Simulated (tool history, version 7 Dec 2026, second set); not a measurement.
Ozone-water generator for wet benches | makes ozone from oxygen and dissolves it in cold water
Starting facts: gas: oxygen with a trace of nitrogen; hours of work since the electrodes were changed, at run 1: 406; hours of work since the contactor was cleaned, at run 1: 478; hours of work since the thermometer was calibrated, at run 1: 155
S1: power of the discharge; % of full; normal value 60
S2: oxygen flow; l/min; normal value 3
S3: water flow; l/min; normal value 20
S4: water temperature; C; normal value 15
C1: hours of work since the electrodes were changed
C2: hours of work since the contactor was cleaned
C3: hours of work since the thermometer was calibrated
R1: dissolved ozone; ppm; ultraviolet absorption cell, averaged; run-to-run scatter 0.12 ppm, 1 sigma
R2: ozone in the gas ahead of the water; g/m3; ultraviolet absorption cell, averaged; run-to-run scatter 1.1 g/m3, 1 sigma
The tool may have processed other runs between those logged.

run,hour,S1,S2,S3,S4,C1,C2,C3,R1,R2
1,0,60,3,20,15,406,478,155,11.5,195.1
2,48.3,60,3,20,15,439,510,187,11.5,194.5
3,102.9,60,3,20,15,475,547,224,11.6,193.7
4,172.4,60,3,20,15,522,594,271,11.7,192.9
5,217.7,60,4.34,20,15,553,624,301,12.6,167.6
6,256.4,60,3,20,15,579,650,327,11.6,192.3
7,300.3,60,3,20,15,608,680,357,11.5,192.8
8,363.7,60,3,20,15,651,722,399,11.6,191
9,440.6,60,1.71,20,15,703,774,451,9.6,244.3
10,496.7,60,3,20,7,741,812,489,12.4,193.7
11,549.4,60,3,20,7,776,847,525,12.3,193.6
12,608.7,60,3,20,7,816,887,564,12.3,194.3
13,657.7,60,3,20,7,849,920,597,12.5,192.4
14,690.6,60,2.49,20,13,871,942,620,11.1,207.9
15,758.7,65,2.75,17,9,917,988,665,14.6,210.6
16,831.2,85,3,20,15,966,1037,714,14.6,248.5
17,867.3,60,2.07,20,7,990,1061,738,10.7,223.9
18,913.9,60,2.07,20,7,1021,1093,770,10.6,221.5
19,945.9,81,3,25,15,1043,1114,791,11.3,241.1
20,993.9,60,3,16,9,1075,1147,824,15,191.9
21,1036.2,68,3,12,10,1104,1175,852,20.9,209.3

Here are 3 independent what-if runs from the current tool condition. What would each one return?
A,1090.2,60,4.76,20,13,1140,1212,889,?,?
B,1090.2,68,3,13,10,1140,1212,889,?,?
C,1090.2,60,2.94,16,15,1140,1212,889,?,?

run,R1,R2
A,13.1,158.8
B,19.5,210.8
C,13.9,194
Take away the tool's hidden state, keep each run's random variation, and the runs would have read:
run,R1,R2
A,13.5,160.1
B,19.9,212.8
C,14.2,195.7
